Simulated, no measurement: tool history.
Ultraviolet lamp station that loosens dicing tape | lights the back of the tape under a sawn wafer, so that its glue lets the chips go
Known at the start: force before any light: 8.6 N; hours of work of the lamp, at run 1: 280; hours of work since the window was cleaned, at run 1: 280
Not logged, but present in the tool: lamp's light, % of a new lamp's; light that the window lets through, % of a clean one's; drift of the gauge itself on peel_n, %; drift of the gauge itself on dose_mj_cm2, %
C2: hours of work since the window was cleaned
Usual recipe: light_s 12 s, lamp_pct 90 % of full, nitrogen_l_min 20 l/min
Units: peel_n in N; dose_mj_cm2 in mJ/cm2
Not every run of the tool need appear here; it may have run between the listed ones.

{"run": 1, "hour": 0.0, "light_s": 12, "lamp_pct": 90, "nitrogen_l_min": 20, "hours of work of the lamp": 280, "C2": 280, "peel_n": 0.71, "dose_mj_cm2": 616}
{"run": 2, "hour": 70.0, "light_s": 12, "lamp_pct": 90, "nitrogen_l_min": 20, "hours of work of the lamp": 326, "C2": 326, "peel_n": 0.731, "dose_mj_cm2": 614}
{"run": 3, "hour": 144.3, "light_s": 12, "lamp_pct": 90, "nitrogen_l_min": 12, "hours of work of the lamp": 374, "C2": 374, "peel_n": 1.009, "dose_mj_cm2": 619}
{"run": 4, "hour": 200.3, "light_s": 12, "lamp_pct": 90, "nitrogen_l_min": 12, "hours of work of the lamp": 410, "C2": 410, "peel_n": 1.066, "dose_mj_cm2": 615}
{"hour": 225.8, "done": "window cleaned of glue's vapour"}
{"run": 5, "hour": 260.2, "light_s": 12, "lamp_pct": 90, "nitrogen_l_min": 14, "hours of work of the lamp": 448, "C2": 22, "peel_n": 0.949, "dose_mj_cm2": 619}
{"run": 6, "hour": 315.2, "light_s": 12, "lamp_pct": 90, "nitrogen_l_min": 6, "hours of work of the lamp": 484, "C2": 58, "peel_n": 1.575, "dose_mj_cm2": 628}
{"run": 7, "hour": 357.9, "light_s": 12, "lamp_pct": 78, "nitrogen_l_min": 6, "hours of work of the lamp": 512, "C2": 86, "peel_n": 1.996, "dose_mj_cm2": 541}
{"run": 8, "hour": 406.4, "light_s": 12, "lamp_pct": 90, "nitrogen_l_min": 14, "hours of work of the lamp": 543, "C2": 117, "peel_n": 0.946, "dose_mj_cm2": 622}
{"run": 9, "hour": 482.8, "light_s": 9, "lamp_pct": 90, "nitrogen_l_min": 20, "hours of work of the lamp": 592, "C2": 166, "peel_n": 1.28, "dose_mj_cm2": 472}
{"run": 10, "hour": 528.6, "light_s": 9, "lamp_pct": 90, "nitrogen_l_min": 20, "hours of work of the lamp": 622, "C2": 196, "peel_n": 1.303, "dose_mj_cm2": 473}
{"run": 11, "hour": 573.9, "light_s": 9, "lamp_pct": 90, "nitrogen_l_min": 20, "hours of work of the lamp": 651, "C2": 225, "peel_n": 1.294, "dose_mj_cm2": 465}
{"run": 12, "hour": 613.6, "light_s": 9, "lamp_pct": 90, "nitrogen_l_min": 20, "hours of work of the lamp": 677, "C2": 251, "peel_n": 1.292, "dose_mj_cm2": 464}
{"run": 13, "hour": 687.8, "light_s": 12, "lamp_pct": 90, "nitrogen_l_min": 20, "hours of work of the lamp": 725, "C2": 299, "peel_n": 0.749, "dose_mj_cm2": 620}
{"run": 14, "hour": 758.6, "light_s": 12, "lamp_pct": 90, "nitrogen_l_min": 27, "hours of work of the lamp": 771, "C2": 345, "peel_n": 0.601, "dose_mj_cm2": 629}
{"run": 15, "hour": 799.0, "light_s": 17, "lamp_pct": 90, "nitrogen_l_min": 20, "hours of work of the lamp": 797, "C2": 371, "peel_n": 0.345, "dose_mj_cm2": 894}
{"run": 16, "hour": 843.8, "light_s": 12, "lamp_pct": 90, "nitrogen_l_min": 31, "hours of work of the lamp": 826, "C2": 400, "peel_n": 0.572, "dose_mj_cm2": 627}
{"hour": 881.9, "done": "window cleaned of glue's vapour"}
{"run": 17, "hour": 930.9, "light_s": 12, "lamp_pct": 90, "nitrogen_l_min": 31, "hours of work of the lamp": 882, "C2": 32, "peel_n": 0.54, "dose_mj_cm2": 638}
{"run": 18, "hour": 983.2, "light_s": 12, "lamp_pct": 90, "nitrogen_l_min": 20, "hours of work of the lamp": 916, "C2": 66, "peel_n": 0.72, "dose_mj_cm2": 633}
{"run": 19, "hour": 1035.8, "light_s": 12, "lamp_pct": 90, "nitrogen_l_min": 20, "hours of work of the lamp": 950, "C2": 100, "peel_n": 0.741, "dose_mj_cm2": 632}
{"run": 20, "hour": 1108.0, "light_s": 12, "lamp_pct": 90, "nitrogen_l_min": 20, "hours of work of the lamp": 997, "C2": 146, "peel_n": 0.731, "dose_mj_cm2": 635}
{"run": 21, "hour": 1165.8, "light_s": 14, "lamp_pct": 90, "nitrogen_l_min": 20, "hours of work of the lamp": 1034, "C2": 184, "peel_n": 0.514, "dose_mj_cm2": 740}
{"run": 22, "hour": 1209.6, "light_s": 14, "lamp_pct": 90, "nitrogen_l_min": 20, "hours of work of the lamp": 1063, "C2": 212, "peel_n": 0.519, "dose_mj_cm2": 736}
{"hour": 1225.0, "done": "gauge calibrated"}
{"run": 23, "hour": 1249.2, "light_s": 13, "lamp_pct": 90, "nitrogen_l_min": 12, "hours of work of the lamp": 1088, "C2": 238, "peel_n": 0.882, "dose_mj_cm2": 668}
{"run": 24, "hour": 1286.7, "light_s": 9, "lamp_pct": 90, "nitrogen_l_min": 37, "hours of work of the lamp": 1112, "C2": 262, "peel_n": 0.93, "dose_mj_cm2": 462}
{"run": 25, "hour": 1328.4, "light_s": 6, "lamp_pct": 63, "nitrogen_l_min": 8, "hours of work of the lamp": 1139, "C2": 289, "peel_n": 4.473, "dose_mj_cm2": 222}
{"run": 26, "hour": 1410.7, "light_s": 6, "lamp_pct": 63, "nitrogen_l_min": 8, "hours of work of the lamp": 1193, "C2": 342, "peel_n": 4.4, "dose_mj_cm2": 220}
{"run": 27, "hour": 1480.5, "light_s": 19, "lamp_pct": 77, "nitrogen_l_min": 8, "hours of work of the lamp": 1238, "C2": 387, "peel_n": 0.771, "dose_mj_cm2": 833}
{"hour": 1541.7, "done": "window cleaned of glue's vapour"}
{"run": 28, "hour": 1566.4, "light_s": 22, "lamp_pct": 68, "nitrogen_l_min": 10, "hours of work of the lamp": 1293, "C2": 16, "peel_n": 0.628, "dose_mj_cm2": 869}
{"hour": 1620.3, "done": "lamp changed"}
{"run": 29, "hour": 1632.7, "light_s": 22, "lamp_pct": 68, "nitrogen_l_min": 10, "hours of work of the lamp": 8, "C2": 58, "peel_n": 0.587, "dose_mj_cm2": 865}
{"run": 30, "hour": 1707.0, "light_s": 22, "lamp_pct": 68, "nitrogen_l_min": 10, "hours of work of the lamp": 56, "C2": 106, "peel_n": 0.598, "dose_mj_cm2": 861}
{"run": 31, "hour": 1771.5, "light_s": 16, "lamp_pct": 97, "nitrogen_l_min": 28, "hours of work of the lamp": 98, "C2": 148, "peel_n": 0.288, "dose_mj_cm2": 895}
{"run": 32, "hour": 1851.8, "light_s": 12, "lamp_pct": 95, "nitrogen_l_min": 21, "hours of work of the lamp": 150, "C2": 200, "peel_n": 0.605, "dose_mj_cm2": 668}
{"run": 33, "hour": 1888.0, "light_s": 11, "lamp_pct": 72, "nitrogen_l_min": 31, "hours of work of the lamp": 173, "C2": 223, "peel_n": 1.055, "dose_mj_cm2": 454}
{"run": 34, "hour": 1932.7, "light_s": 7, "lamp_pct": 68, "nitrogen_l_min": 37, "hours of work of the lamp": 202, "C2": 252, "peel_n": 2.12, "dose_mj_cm2": 276}
{"run": 35, "hour": 1986.6, "light_s": 12, "lamp_pct": 69, "nitrogen_l_min": 8, "hours of work of the lamp": 237, "C2": 287, "peel_n": 2.006, "dose_mj_cm2": 477}
{"run": 36, "hour": 2030.8, "light_s": 11, "lamp_pct": 90, "nitrogen_l_min": 20, "hours of work of the lamp": 266, "C2": 316, "peel_n": 0.867, "dose_mj_cm2": 574}
{"run": 37, "hour": 2085.1, "light_s": 13, "lamp_pct": 90, "nitrogen_l_min": 17, "hours of work of the lamp": 301, "C2": 351, "peel_n": 0.693, "dose_mj_cm2": 688}
{"run": 38, "hour": 2141.8, "light_s": 13, "lamp_pct": 90, "nitrogen_l_min": 17, "hours of work of the lamp": 338, "C2": 388, "peel_n": 0.688, "dose_mj_cm2": 679}
{"run": 39, "hour": 2196.1, "light_s": 10, "lamp_pct": 80, "nitrogen_l_min": 11, "hours of work of the lamp": 373, "C2": 423, "peel_n": 1.848, "dose_mj_cm2": 470}
{"hour": 2204.4, "done": "window cleaned of glue's vapour"}
{"run": 40, "hour": 2236.1, "light_s": 10, "lamp_pct": 80, "nitrogen_l_min": 11, "hours of work of the lamp": 398, "C2": 20, "peel_n": 1.795, "dose_mj_cm2": 467}
{"run": 41, "hour": 2290.4, "light_s": 14, "lamp_pct": 82, "nitrogen_l_min": 12, "hours of work of the lamp": 433, "C2": 56, "peel_n": 0.923, "dose_mj_cm2": 674}
{"run": 42, "hour": 2340.7, "light_s": 14, "lamp_pct": 87, "nitrogen_l_min": 12, "hours of work of the lamp": 466, "C2": 88, "peel_n": 0.815, "dose_mj_cm2": 717}

What would each run have given without the hidden state, its run-to-run variation left as it was?
run=1 dose_mj_cm2=616
run=2 dose_mj_cm2=613
run=3 dose_mj_cm2=618
run=4 dose_mj_cm2=613
run=5 dose_mj_cm2=615
run=6 dose_mj_cm2=623
run=7 dose_mj_cm2=536
run=8 dose_mj_cm2=616
run=9 dose_mj_cm2=467
run=10 dose_mj_cm2=467
run=11 dose_mj_cm2=459
run=12 dose_mj_cm2=458
run=13 dose_mj_cm2=611
run=14 dose_mj_cm2=619
run=15 dose_mj_cm2=878
run=16 dose_mj_cm2=615
run=17 dose_mj_cm2=624
run=18 dose_mj_cm2=619
run=19 dose_mj_cm2=617
run=20 dose_mj_cm2=619
run=21 dose_mj_cm2=721
run=22 dose_mj_cm2=716
run=23 dose_mj_cm2=669
run=24 dose_mj_cm2=462
run=25 dose_mj_cm2=222
run=26 dose_mj_cm2=219
run=27 dose_mj_cm2=829
run=28 dose_mj_cm2=863
run=29 dose_mj_cm2=856
run=30 dose_mj_cm2=851
run=31 dose_mj_cm2=883
run=32 dose_mj_cm2=658
run=33 dose_mj_cm2=447
run=34 dose_mj_cm2=272
run=35 dose_mj_cm2=469
run=36 dose_mj_cm2=563
run=37 dose_mj_cm2=675
run=38 dose_mj_cm2=665
run=39 dose_mj_cm2=460
run=40 dose_mj_cm2=456
run=41 dose_mj_cm2=658
run=42 dose_mj_cm2=698
peel_n: at most 0.005 N away from the measurement, every run.
